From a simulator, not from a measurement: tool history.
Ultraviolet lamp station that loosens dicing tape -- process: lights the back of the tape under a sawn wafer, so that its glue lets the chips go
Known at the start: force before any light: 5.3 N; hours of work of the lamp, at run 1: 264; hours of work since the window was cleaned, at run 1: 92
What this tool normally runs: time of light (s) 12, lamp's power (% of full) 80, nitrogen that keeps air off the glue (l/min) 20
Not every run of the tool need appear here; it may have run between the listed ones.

| run | hour | time of light (s) | lamp's power (% of full) | nitrogen that keeps air off the glue (l/min) | hours of work of the lamp | hours of work since the window was cleaned | force that peels the tape off (N) | light that reached the tape (mJ/cm2) |
|---|---|---|---|---|---|---|---|---|
| 1 | 0.0 | 12 | 80 | 20 | 264 | 92 | 0.806 | 476 |
| 2 | 14.1 | 12 | 80 | 20 | 271 | 100 | 0.786 | 466 |
| 3 | 33.2 | 12 | 80 | 20 | 281 | 110 | 0.836 | 466 |
| 4 | 46.9 | 12 | 80 | 20 | 289 | 117 | 0.817 | 460 |
| 5 | 71.2 | 12 | 80 | 30 | 302 | 130 | 0.669 | 463 |
| 6 | 92.5 | 12 | 80 | 25 | 313 | 141 | 0.742 | 470 |
| 7 | 116.9 | 12 | 80 | 25 | 326 | 154 | 0.748 | 454 |
| 8 | 129.0 | 12 | 80 | 25 | 333 | 161 | 0.756 | 462 |
| 9 | 151.2 | 12 | 80 | 25 | 344 | 173 | 0.771 | 456 |
| 10 | 162.9 | 12 | 80 | 25 | 351 | 179 | 0.741 | 458 |
| 11 | 186.7 | 12 | 80 | 20 | 363 | 192 | 0.869 | 451 |
| 12 | 201.0 | 12 | 89 | 20 | 371 | 199 | 0.706 | 502 |
| 13 | 222.9 | 12 | 89 | 20 | 383 | 211 | 0.723 | 501 |
| 14 | 238.4 | 9 | 80 | 20 | 391 | 219 | 1.317 | 339 |
| 15 | 264.4 | 12 | 80 | 20 | 405 | 233 | 0.857 | 446 |
| 16 | 276.9 | 12 | 80 | 20 | 412 | 240 | 0.878 | 448 |
| 17 | 296.6 | 8 | 80 | 20 | 422 | 251 | 1.496 | 294 |
| 18 | 311.0 | 12 | 80 | 20 | 430 | 258 | 0.869 | 446 |
| 19 | 332.2 | 9 | 64 | 20 | 441 | 270 | 1.719 | 266 |
| 20 | 356.2 | 9 | 64 | 20 | 454 | 282 | 1.748 | 262 |
|  | 357.8 | window cleaned of glue's vapour |
| 21 | 367.9 | 9 | 64 | 20 | 460 | 5 | 1.751 | 261 |
| 22 | 389.4 | 20 | 80 | 20 | 471 | 17 | 0.419 | 710 |
| 23 | 413.6 | 20 | 80 | 20 | 484 | 30 | 0.417 | 711 |
| 24 | 426.8 | 9 | 69 | 14 | 491 | 37 | 1.949 | 273 |
| 25 | 439.8 | 12 | 75 | 16 | 498 | 44 | 1.141 | 396 |
| 26 | 466.3 | 12 | 75 | 16 | 513 | 58 | 1.177 | 401 |
| 27 | 492.7 | 12 | 75 | 16 | 527 | 72 | 1.157 | 397 |
|  | 507.9 | window cleaned of glue's vapour, once more |
| 28 | 507.9 | 12 | 75 | 16 | 535 | 0 | 1.094 | 421 |
| 29 | 521.1 | 13 | 88 | 7 | 542 | 7 | 1.214 | 523 |
| 30 | 543.3 | 7 | 88 | 7 | 553 | 19 | 2.329 | 284 |
| 31 | 565.9 | 10 | 80 | 6 | 565 | 31 | 1.990 | 363 |
| 32 | 581.3 | 12 | 96 | 30 | 574 | 39 | 0.546 | 518 |
| 33 | 597.7 | 12 | 96 | 30 | 582 | 48 | 0.572 | 516 |
| 34 | 616.8 | 12 | 96 | 30 | 593 | 58 | 0.581 | 522 |
| 35 | 642.7 | 12 | 96 | 30 | 607 | 72 | 0.566 | 516 |
| 36 | 665.2 | 12 | 96 | 30 | 619 | 84 | 0.598 | 509 |

Had the tool no unlogged condition, and each run kept its random variation, what would the results have been?
What the log doesn't record here: lamp's light, % of a new lamp's; light that the window lets through, % of a clean one's; drift of the gauge itself on peel_n, %; drift of the gauge itself on dose_mj_cm2, %.
| run | force that peels the tape off (N) | light that reached the tape (mJ/cm2) |
|---|---|---|
| 1 | 0.684 | 528 |
| 2 | 0.663 | 519 |
| 3 | 0.700 | 520 |
| 4 | 0.682 | 516 |
| 5 | 0.552 | 521 |
| 6 | 0.610 | 531 |
| 7 | 0.610 | 516 |
| 8 | 0.613 | 526 |
| 9 | 0.623 | 521 |
| 10 | 0.595 | 525 |
| 11 | 0.697 | 520 |
| 12 | 0.560 | 580 |
| 13 | 0.569 | 581 |
| 14 | 1.071 | 394 |
| 15 | 0.669 | 523 |
| 16 | 0.682 | 525 |
| 17 | 1.221 | 347 |
| 18 | 0.668 | 527 |
| 19 | 1.413 | 316 |
| 20 | 1.431 | 312 |
| 21 | 1.406 | 316 |
| 22 | 0.323 | 866 |
| 23 | 0.319 | 871 |
| 24 | 1.559 | 336 |
| 25 | 0.840 | 489 |
| 26 | 0.859 | 497 |
| 27 | 0.839 | 495 |
| 28 | 0.851 | 498 |
| 29 | 0.950 | 623 |
| 30 | 1.996 | 339 |
| 31 | 1.646 | 435 |
| 32 | 0.407 | 625 |
| 33 | 0.427 | 624 |
| 34 | 0.429 | 634 |
| 35 | 0.414 | 629 |
| 36 | 0.434 | 625 |
